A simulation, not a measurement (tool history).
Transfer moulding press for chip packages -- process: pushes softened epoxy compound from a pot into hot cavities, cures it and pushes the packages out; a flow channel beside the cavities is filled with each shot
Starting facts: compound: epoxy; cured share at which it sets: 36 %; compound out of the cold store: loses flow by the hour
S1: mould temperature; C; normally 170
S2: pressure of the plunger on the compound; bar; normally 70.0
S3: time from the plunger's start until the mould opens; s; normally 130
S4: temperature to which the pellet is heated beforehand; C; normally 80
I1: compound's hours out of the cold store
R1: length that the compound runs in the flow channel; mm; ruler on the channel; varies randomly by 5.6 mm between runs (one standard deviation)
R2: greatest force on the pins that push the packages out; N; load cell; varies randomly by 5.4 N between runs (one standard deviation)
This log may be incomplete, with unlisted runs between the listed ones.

run   hour   S1    S2   S3  S4    I1   R1   R2
  1    0.0  170  70.0  130  80  30.0  649  190
  2    9.5  170  70.0  130  80  43.1  607  187
  3   23.7  170  70.0  130  76   9.3  706  201
  4   34.5  170  70.0  130  76  12.6  690  201
  5   46.8  170  70.0  130  76  38.2  621  184
  6   61.0  170  70.0  130  76  38.1  620  193
  7   77.1  170  70.0  130  76  30.9  643  188
  8   88.0  170  70.0  130  76  20.6  665  198
  9   99.0  170  70.0  130  73  42.9  608  188
     101.8  -- cavities cleaned with cleaning compound and waxed
 10  116.3  170  70.0  130  73  16.6  677  188
 11  131.6  170  70.0  130  73   9.2  708  195
 12  145.0  170  70.0  130  73  41.6  622  187
 13  158.7  170  70.0  130  73  15.5  689  199
     166.2  -- plunger's sealing rings changed
 14  169.7  170  70.0  130  80  27.0  654  194

Run 15, settings as shown, results not yet in. Your forecast:
 15  180.7  178  57.2  130  80  41.2   ?   ?

Run 15 yielded R1 525 mm, R2 174 N.
Had the tool carried no hidden state, the very same run would have given R1 525 mm, R2 171 N.

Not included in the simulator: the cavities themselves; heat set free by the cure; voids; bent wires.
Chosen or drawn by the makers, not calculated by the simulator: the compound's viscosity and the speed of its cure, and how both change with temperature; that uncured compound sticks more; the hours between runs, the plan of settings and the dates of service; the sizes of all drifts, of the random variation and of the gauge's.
